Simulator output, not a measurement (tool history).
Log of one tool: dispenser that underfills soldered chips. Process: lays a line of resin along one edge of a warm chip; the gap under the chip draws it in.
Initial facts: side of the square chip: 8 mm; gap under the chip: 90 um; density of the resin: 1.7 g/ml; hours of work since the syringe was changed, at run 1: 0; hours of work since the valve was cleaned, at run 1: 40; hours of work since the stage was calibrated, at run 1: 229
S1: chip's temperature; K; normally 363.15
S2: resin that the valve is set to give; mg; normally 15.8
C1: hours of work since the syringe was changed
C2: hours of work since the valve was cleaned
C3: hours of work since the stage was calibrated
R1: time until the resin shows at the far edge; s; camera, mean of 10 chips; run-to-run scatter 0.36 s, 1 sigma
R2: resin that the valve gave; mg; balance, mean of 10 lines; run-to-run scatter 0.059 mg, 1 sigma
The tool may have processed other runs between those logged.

run,day,S1,S2,C1,C2,C3,R1,R2
1,0,363.15,15.8,0,40,229,18.9,15.6
2,0.292,363.15,15.8,5,45,234,23.8,15.54
# day 0.462: new syringe of resin
3,0.521,363.15,13.8,1,49,238,20,13.56
4,0.817,363.15,13.8,6,54,243,25,13.63
# day 0.917: new syringe of resin
# day 1.092: dispensing valve cleaned and set on the balance
5,1.208,363.15,15.8,4,2,248,22.1,15.71
# day 1.408: new syringe of resin
6,1.5,363.15,15.8,2,7,253,19.9,15.81
7,1.708,370.15,15.8,5,10,256,17.3,15.81
# day 1.871: new syringe of resin
8,2.025,370.15,15.8,3,15,262,15.6,15.7
9,2.271,371.15,15.8,7,19,266,17.8,15.66
# day 2.312: new syringe of resin
10,2.533,371.15,15.8,4,24,270,15.1,15.76
# day 2.762: new syringe of resin
11,2.771,366.15,15.8,0,27,274,15.9,15.68
12,2.967,363.15,15.8,3,31,277,22.2,15.61
13,3.117,363.15,15.4,6,33,280,24.7,15.29
# day 3.225: new syringe of resin
14,3.271,373.15,15.8,1,36,282,12.3,15.69
15,3.558,373.15,15.8,6,40,287,14.9,15.53
# day 3.671: new syringe of resin
16,3.862,363.15,15.8,3,45,292,22.3,15.62
# day 4.121: new syringe of resin
17,4.133,363.15,19.2,0,50,296,18.3,18.87
18,4.296,363.15,15.8,3,52,299,20.9,15.53
19,4.529,365.15,14.2,7,56,303,23.2,13.98
# day 4.588: new syringe of resin
# day 4.675: dispensing valve cleaned and set on the balance
20,4.796,349.15,18.1,3,2,306,39.5,18.03
21,4.95,350.15,20.4,5,5,309,42.9,20.39
# day 5.079: new syringe of resin
22,5.2,349.15,20.2,2,9,313,39,20.29
23,5.433,365.15,16.1,6,13,317,22.3,16.04
# day 5.521: new syringe of resin
24,5.612,365.15,16.1,2,15,320,18.3,16.1
25,5.892,353.15,18.3,6,20,324,38.5,18.2
# day 5.971: new syringe of resin
26,6.225,360.15,20.4,4,25,330,25.6,20.18
# day 6.429: new syringe of resin
27,6.575,372.15,15.3,2,31,335,13.6,15.11
# day 6.871: new syringe of resin
28,6.871,362.15,14.1,0,36,340,19.9,14
29,7.208,362.15,14.1,6,42,346,25.2,13.86

What does the tool deliver on the next run?
# day 7.312: new syringe of resin
30,7.421,358.15,14.1,2,45,349,?,?

{"run 30": {"R1": 26.1, "R2": 13.91}}
With the hidden condition absent and the run-to-run variation left alone, this run would have shown R1 24.7 s, R2 14.11 mg.
